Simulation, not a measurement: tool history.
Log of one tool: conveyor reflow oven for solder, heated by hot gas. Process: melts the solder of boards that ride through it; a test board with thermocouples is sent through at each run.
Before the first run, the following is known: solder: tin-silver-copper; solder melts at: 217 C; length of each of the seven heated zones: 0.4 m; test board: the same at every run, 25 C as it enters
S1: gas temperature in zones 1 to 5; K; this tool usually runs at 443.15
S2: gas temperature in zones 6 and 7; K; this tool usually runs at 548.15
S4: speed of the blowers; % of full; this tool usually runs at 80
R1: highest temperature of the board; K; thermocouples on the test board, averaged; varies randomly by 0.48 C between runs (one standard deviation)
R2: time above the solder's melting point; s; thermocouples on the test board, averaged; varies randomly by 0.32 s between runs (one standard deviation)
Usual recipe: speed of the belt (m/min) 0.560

{"run": 1, "hour": 0.0, "S1": 443.15, "S2": 548.15, "speed of the belt (m/min)": 0.56, "S4": 80, "R1": 534.75, "R2": 71.1}
{"run": 2, "hour": 6.9, "S1": 443.15, "S2": 548.15, "speed of the belt (m/min)": 0.56, "S4": 80, "R1": 534.95, "R2": 71.1}
{"run": 3, "hour": 13.7, "S1": 443.15, "S2": 548.15, "speed of the belt (m/min)": 0.608, "S4": 80, "R1": 532.35, "R2": 63.0}
{"run": 4, "hour": 19.5, "S1": 443.15, "S2": 548.15, "speed of the belt (m/min)": 0.608, "S4": 80, "R1": 531.75, "R2": 63.8}
{"run": 5, "hour": 26.1, "S1": 443.15, "S2": 548.15, "speed of the belt (m/min)": 0.588, "S4": 80, "R1": 533.05, "R2": 66.3}
{"run": 6, "hour": 33.9, "S1": 443.15, "S2": 548.15, "speed of the belt (m/min)": 0.56, "S4": 80, "R1": 535.25, "R2": 70.9}
{"run": 7, "hour": 45.6, "S1": 443.15, "S2": 548.15, "speed of the belt (m/min)": 0.56, "S4": 76, "R1": 534.65, "R2": 70.5}
{"run": 8, "hour": 57.4, "S1": 443.15, "S2": 548.15, "speed of the belt (m/min)": 0.56, "S4": 80, "R1": 535.25, "R2": 70.9}
{"run": 9, "hour": 67.7, "S1": 443.15, "S2": 548.15, "speed of the belt (m/min)": 0.56, "S4": 80, "R1": 534.95, "R2": 71.0}
{"run": 10, "hour": 76.4, "S1": 443.15, "S2": 548.15, "speed of the belt (m/min)": 0.56, "S4": 80, "R1": 534.55, "R2": 71.2}
{"run": 11, "hour": 88.7, "S1": 443.15, "S2": 548.15, "speed of the belt (m/min)": 0.56, "S4": 80, "R1": 535.55, "R2": 71.5}
{"run": 12, "hour": 96.4, "S1": 443.15, "S2": 548.15, "speed of the belt (m/min)": 0.56, "S4": 80, "R1": 534.25, "R2": 70.9}
{"run": 13, "hour": 105.3, "S1": 443.15, "S2": 548.15, "speed of the belt (m/min)": 0.56, "S4": 80, "R1": 534.75, "R2": 70.9}
{"run": 14, "hour": 116.0, "S1": 443.15, "S2": 548.15, "speed of the belt (m/min)": 0.56, "S4": 79, "R1": 534.45, "R2": 71.0}
{"run": 15, "hour": 128.4, "S1": 443.15, "S2": 548.15, "speed of the belt (m/min)": 0.56, "S4": 79, "R1": 534.55, "R2": 70.8}
{"hour": 140.1, "done": "flux residue cleaned out of gas plates and filters"}
{"run": 16, "hour": 142.1, "S1": 443.15, "S2": 548.15, "speed of the belt (m/min)": 0.523, "S4": 52, "R1": 534.15, "R2": 75.6}
{"run": 17, "hour": 152.7, "S1": 443.15, "S2": 548.15, "speed of the belt (m/min)": 0.523, "S4": 52, "R1": 533.35, "R2": 75.3}
{"run": 18, "hour": 158.7, "S1": 443.15, "S2": 548.15, "speed of the belt (m/min)": 0.523, "S4": 52, "R1": 533.65, "R2": 75.8}
{"run": 19, "hour": 168.7, "S1": 443.15, "S2": 548.15, "speed of the belt (m/min)": 0.523, "S4": 52, "R1": 534.35, "R2": 75.8}
{"run": 20, "hour": 178.8, "S1": 443.15, "S2": 548.15, "speed of the belt (m/min)": 0.523, "S4": 62, "R1": 536.05, "R2": 76.4}
{"run": 21, "hour": 186.4, "S1": 454.15, "S2": 548.15, "speed of the belt (m/min)": 0.588, "S4": 80, "R1": 536.45, "R2": 71.9}
{"run": 22, "hour": 197.6, "S1": 435.15, "S2": 548.15, "speed of the belt (m/min)": 0.56, "S4": 54, "R1": 530.85, "R2": 65.0}
{"run": 23, "hour": 208.5, "S1": 439.15, "S2": 551.15, "speed of the belt (m/min)": 0.643, "S4": 69, "R1": 531.35, "R2": 57.9}
{"run": 24, "hour": 214.5, "S1": 439.15, "S2": 551.15, "speed of the belt (m/min)": 0.643, "S4": 69, "R1": 532.25, "R2": 58.0}
{"run": 25, "hour": 221.2, "S1": 439.15, "S2": 551.15, "speed of the belt (m/min)": 0.643, "S4": 69, "R1": 531.95, "R2": 57.9}
{"run": 26, "hour": 231.3, "S1": 439.15, "S2": 553.15, "speed of the belt (m/min)": 0.575, "S4": 69, "R1": 538.35, "R2": 69.2}
{"run": 27, "hour": 237.9, "S1": 439.15, "S2": 553.15, "speed of the belt (m/min)": 0.575, "S4": 69, "R1": 537.05, "R2": 69.2}
{"run": 28, "hour": 249.6, "S1": 439.15, "S2": 553.15, "speed of the belt (m/min)": 0.575, "S4": 69, "R1": 537.65, "R2": 68.9}
{"run": 29, "hour": 261.7, "S1": 443.15, "S2": 546.15, "speed of the belt (m/min)": 0.56, "S4": 82, "R1": 534.45, "R2": 70.6}
{"run": 30, "hour": 273.1, "S1": 428.15, "S2": 541.15, "speed of the belt (m/min)": 0.56, "S4": 68, "R1": 526.15, "R2": 59.6}

3 options for the next run, each taken on its own from the tool as it stands now. Forecast them:
{"run": "A", "hour": 281.1, "S1": 443.15, "S2": 556.15, "speed of the belt (m/min)": 0.631, "S4": 72, "R1": "?", "R2": "?"}
{"run": "B", "hour": 281.1, "S1": 443.15, "S2": 554.15, "speed of the belt (m/min)": 0.56, "S4": 80, "R1": "?", "R2": "?"}
{"run": "C", "hour": 281.1, "S1": 443.15, "S2": 561.15, "speed of the belt (m/min)": 0.56, "S4": 80, "R1": "?", "R2": "?"}

run=A R1=537.95 R2=64.0
run=B R1=541.65 R2=74.6
run=C R1=548.65 R2=78.1
With no hidden state in the tool, these same runs would have given:
run=A R1=537.75 R2=63.1
run=B R1=541.45 R2=73.6
run=C R1=548.45 R2=77.0

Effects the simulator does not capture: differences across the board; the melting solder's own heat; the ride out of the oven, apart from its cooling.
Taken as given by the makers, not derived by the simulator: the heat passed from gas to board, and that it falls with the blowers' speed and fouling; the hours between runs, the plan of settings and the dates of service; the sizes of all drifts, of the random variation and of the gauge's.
